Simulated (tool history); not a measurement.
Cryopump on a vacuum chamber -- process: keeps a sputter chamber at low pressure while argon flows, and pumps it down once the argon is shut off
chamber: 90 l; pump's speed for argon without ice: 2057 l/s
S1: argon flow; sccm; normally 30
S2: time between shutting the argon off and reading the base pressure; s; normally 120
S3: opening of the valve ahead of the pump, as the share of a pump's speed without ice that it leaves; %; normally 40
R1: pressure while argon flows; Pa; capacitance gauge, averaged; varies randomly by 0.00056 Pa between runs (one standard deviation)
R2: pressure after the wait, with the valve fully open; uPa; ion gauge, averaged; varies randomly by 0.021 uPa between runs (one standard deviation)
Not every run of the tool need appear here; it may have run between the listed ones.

run    hour  S1   S2  S3      R1    R2
  1     0.0  30  120  40  0.0670  0.87
  2    77.1  30  120  40  0.0676  0.91
  3   133.3  30  120  40  0.0677  0.92
  4   206.2  30  120  40  0.0685  0.98
      216.5  -- pump warmed up, emptied and cooled again
  5   279.8  30   76  40  0.0618  0.98
  6   374.4  30   76  40  0.0625  1.02
  7   468.9  30   76  40  0.0638  1.09
  8   557.9  30   76  40  0.0626  1.17
  9   652.2  30  244  40  0.0641  1.06
 10   734.1  30  244  40  0.0622  1.06
 11   811.4  30  244  40  0.0642  1.19
 12   881.0  30  244  40  0.0642  1.19
 13   943.5  30  120  42  0.0614  1.32
 14  1005.1  32   43  40  0.0690  1.69
 15  1107.1  36   43  60  0.0520  1.77
 16  1175.0  48  120  22  0.1844  1.50
 17  1217.4  24   41  18  0.1119  1.83
 18  1309.1  16  296  36  0.0385  1.48
 19  1361.9  16  296  36  0.0397  1.55
 20  1431.4  17   21  40  0.0380  2.39
 21  1493.6  17   21  40  0.0375  2.58
 22  1545.5  17   41  21  0.0700  2.12
 23  1599.0  21   23  35  0.0530  2.55

Alternative continuations, all from the tool just after run 23; predict every row:
  A  1695.8  30  120  19   ?   ?
  B  1695.8  21   23  17   ?   ?
  C  1695.8  23  289  50   ?   ?
  D  1695.8  21  123  32   ?   ?

run      R1    R2
  A  0.1353  1.93
  B  0.1047  2.68
  C  0.0412  1.87
  D  0.0578  2.00
What these runs would have given with no unlogged condition in the tool:
run      R1    R2
  A  0.1299  0.30
  B  0.1009  1.01
  C  0.0370  0.23
  D  0.0539  0.35
